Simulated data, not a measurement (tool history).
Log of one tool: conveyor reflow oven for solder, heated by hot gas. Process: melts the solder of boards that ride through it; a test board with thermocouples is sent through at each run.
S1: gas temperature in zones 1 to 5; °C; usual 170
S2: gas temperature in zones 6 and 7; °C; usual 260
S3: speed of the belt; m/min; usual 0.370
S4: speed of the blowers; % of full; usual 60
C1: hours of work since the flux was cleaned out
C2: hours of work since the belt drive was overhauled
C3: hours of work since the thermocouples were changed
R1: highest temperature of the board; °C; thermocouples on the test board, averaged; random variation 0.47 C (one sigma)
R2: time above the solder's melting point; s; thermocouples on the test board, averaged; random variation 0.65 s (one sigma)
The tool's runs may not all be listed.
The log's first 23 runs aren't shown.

run,hour,S1,S2,S3,S4,C1,C2,C3,R1,R2
24,218.3,168,263,0.393,77,225,478,410,247.8,63.6
25,229.6,178,255,0.332,75,232,485,417,245.9,82.9
26,241.9,178,255,0.332,75,239,492,424,247.3,81.1
27,252.4,170,265,0.398,60,245,498,429,246.4,62.4
28,264.1,165,273,0.370,68,251,504,436,256.5,74.8
29,275.9,165,273,0.370,68,258,511,443,257.2,74.0
30,281.9,165,273,0.370,68,261,515,446,256.7,74.6
31,288.1,165,266,0.370,55,265,518,450,249.2,66.5

Forecast each of these 3 alternatives for the next run:
A,300.1,165,266,0.366,53,272,525,457,?,?
B,300.1,164,269,0.355,55,272,525,457,?,?
C,300.1,180,262,0.370,67,272,525,457,?,?

run,R1,R2
A,248.7,67.3
B,252.0,74.0
C,248.4,75.4
Without the tool's hidden state the same runs would have given:
run,R1,R2
A,251.6,70.0
B,254.9,76.3
C,251.1,77.6
